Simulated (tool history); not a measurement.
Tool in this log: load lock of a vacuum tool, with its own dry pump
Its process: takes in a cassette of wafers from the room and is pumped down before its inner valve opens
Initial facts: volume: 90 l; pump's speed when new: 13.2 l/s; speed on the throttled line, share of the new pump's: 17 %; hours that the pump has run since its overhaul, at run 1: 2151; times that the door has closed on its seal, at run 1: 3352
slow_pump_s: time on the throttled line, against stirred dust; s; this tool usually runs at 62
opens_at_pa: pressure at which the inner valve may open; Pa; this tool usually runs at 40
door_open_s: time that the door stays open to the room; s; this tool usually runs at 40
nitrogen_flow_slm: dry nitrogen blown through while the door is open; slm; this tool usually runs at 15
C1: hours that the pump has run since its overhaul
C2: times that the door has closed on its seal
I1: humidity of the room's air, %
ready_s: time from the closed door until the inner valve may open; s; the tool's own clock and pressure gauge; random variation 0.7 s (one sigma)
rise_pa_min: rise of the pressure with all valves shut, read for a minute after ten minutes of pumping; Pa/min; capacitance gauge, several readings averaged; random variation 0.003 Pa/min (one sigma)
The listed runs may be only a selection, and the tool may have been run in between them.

Run 1, hour 0.0: usual settings; C1 2151; C2 3352; I1 46.7. Result: ready_s 105.6 s, rise_pa_min 0.044 Pa/min.
Run 2, hour 59.0: usual settings but opens_at_pa 32 Pa; C1 2210; C2 3433; I1 43.8. Result: ready_s 107.3 s, rise_pa_min 0.043 Pa/min.
Run 3, hour 121.5: usual settings but opens_at_pa 32 Pa; C1 2273; C2 3519; I1 45.8. Result: ready_s 105.5 s, rise_pa_min 0.051 Pa/min.
Run 4, hour 182.5: usual settings but opens_at_pa 32 Pa; C1 2334; C2 3603; I1 43.6. Result: ready_s 106.1 s, rise_pa_min 0.041 Pa/min.
Run 5, hour 274.2: usual settings but opens_at_pa 32 Pa; C1 2425; C2 3729; I1 47.1. Result: ready_s 106.5 s, rise_pa_min 0.047 Pa/min.
Run 6, hour 340.0: usual settings but opens_at_pa 32 Pa; C1 2491; C2 3820; I1 45.0. Result: ready_s 105.8 s, rise_pa_min 0.046 Pa/min.
Run 7, hour 400.7: usual settings but opens_at_pa 32 Pa; C1 2552; C2 3904; I1 45.4. Result: ready_s 105.5 s, rise_pa_min 0.048 Pa/min.
Run 8, hour 494.6: usual settings; C1 2646; C2 4033; I1 46.1. Result: ready_s 105.7 s, rise_pa_min 0.039 Pa/min.
Run 9, hour 570.5: usual settings; C1 2722; C2 4137; I1 43.5. Result: ready_s 105.2 s, rise_pa_min 0.048 Pa/min.
Run 10, hour 653.9: usual settings; C1 2805; C2 4252; I1 42.8. Result: ready_s 104.8 s, rise_pa_min 0.041 Pa/min.
Run 11, hour 695.9: usual settings; C1 2847; C2 4310; I1 49.8. Result: ready_s 105.1 s, rise_pa_min 0.053 Pa/min.
Run 12, hour 747.1: usual settings but slow_pump_s 46 s, door_open_s 47 s, nitrogen_flow_slm 31 slm; C1 2898; C2 4380; I1 43.8. Result: ready_s 92.2 s, rise_pa_min 0.038 Pa/min.
Run 13, hour 826.4: usual settings but slow_pump_s 69 s, door_open_s 217 s, nitrogen_flow_slm 11 slm; C1 2977; C2 4489; I1 42.4. Result: ready_s 111.4 s, rise_pa_min 0.105 Pa/min.
Run 14, hour 919.7: usual settings but slow_pump_s 40 s, opens_at_pa 53 Pa, door_open_s 41 s, nitrogen_flow_slm 11 slm; C1 3071; C2 4618; I1 46.6. Result: ready_s 85.7 s, rise_pa_min 0.044 Pa/min.
Run 15, hour 1007.8: usual settings but slow_pump_s 63 s, opens_at_pa 39 Pa, door_open_s 88 s, nitrogen_flow_slm 22 slm; C1 3159; C2 4739; I1 41.9. Result: ready_s 106.2 s, rise_pa_min 0.058 Pa/min.
Run 16, hour 1049.3: usual settings but slow_pump_s 118 s, opens_at_pa 55 Pa, door_open_s 55 s, nitrogen_flow_slm 6 slm; C1 3200; C2 4796; I1 47.2. Result: ready_s 150.6 s, rise_pa_min 0.069 Pa/min.
Run 17, hour 1143.4: usual settings but slow_pump_s 42 s, door_open_s 52 s; C1 3294; C2 4926; I1 48.0. Result: ready_s 88.4 s, rise_pa_min 0.059 Pa/min.
Run 18, hour 1227.8: usual settings but slow_pump_s 35 s, door_open_s 49 s; C1 3379; C2 5042; I1 47.2. Result: ready_s 83.5 s, rise_pa_min 0.056 Pa/min.
Run 19, hour 1279.4: usual settings but slow_pump_s 89 s, door_open_s 55 s, nitrogen_flow_slm 36 slm; C1 3430; C2 5113; I1 44.0. Result: ready_s 127.3 s, rise_pa_min 0.038 Pa/min.
Run 20, hour 1354.3: usual settings but slow_pump_s 89 s, door_open_s 55 s, nitrogen_flow_slm 36 slm; C1 3505; C2 5216; I1 45.4. Result: ready_s 129.4 s, rise_pa_min 0.047 Pa/min.
Run 21, hour 1453.4: usual settings but slow_pump_s 89 s, door_open_s 55 s, nitrogen_flow_slm 36 slm; C1 3604; C2 5352; I1 44.5. Result: ready_s 127.6 s, rise_pa_min 0.043 Pa/min.

Here are 4 independent what-if runs from the current tool condition. What would each one return?
Run A, hour 1520.1: usual settings but slow_pump_s 89 s, door_open_s 80 s, nitrogen_flow_slm 34 slm; C1 3671; C2 5444; I1 48.0. Result: ready_s ?, rise_pa_min ?.
Run B, hour 1520.1: usual settings but slow_pump_s 57 s, door_open_s 37 s, nitrogen_flow_slm 13 slm; C1 3671; C2 5444; I1 44.1. Result: ready_s ?, rise_pa_min ?.
Run C, hour 1520.1: usual settings but slow_pump_s 79 s, opens_at_pa 35 Pa, nitrogen_flow_slm 11 slm; C1 3671; C2 5444; I1 42.7. Result: ready_s ?, rise_pa_min ?.
Run D, hour 1520.1: usual settings but slow_pump_s 92 s, door_open_s 41 s; C1 3671; C2 5444; I1 47.2. Result: ready_s ?, rise_pa_min ?.

run  ready_s  rise_pa_min
  A    126.7        0.052
  B    101.1        0.043
  C    121.2        0.047
  D    130.2        0.052
What these runs would have given with no unlogged condition in the tool:
run  ready_s  rise_pa_min
  A    125.9        0.037
  B    100.2        0.029
  C    120.2        0.032
  D    129.4        0.037
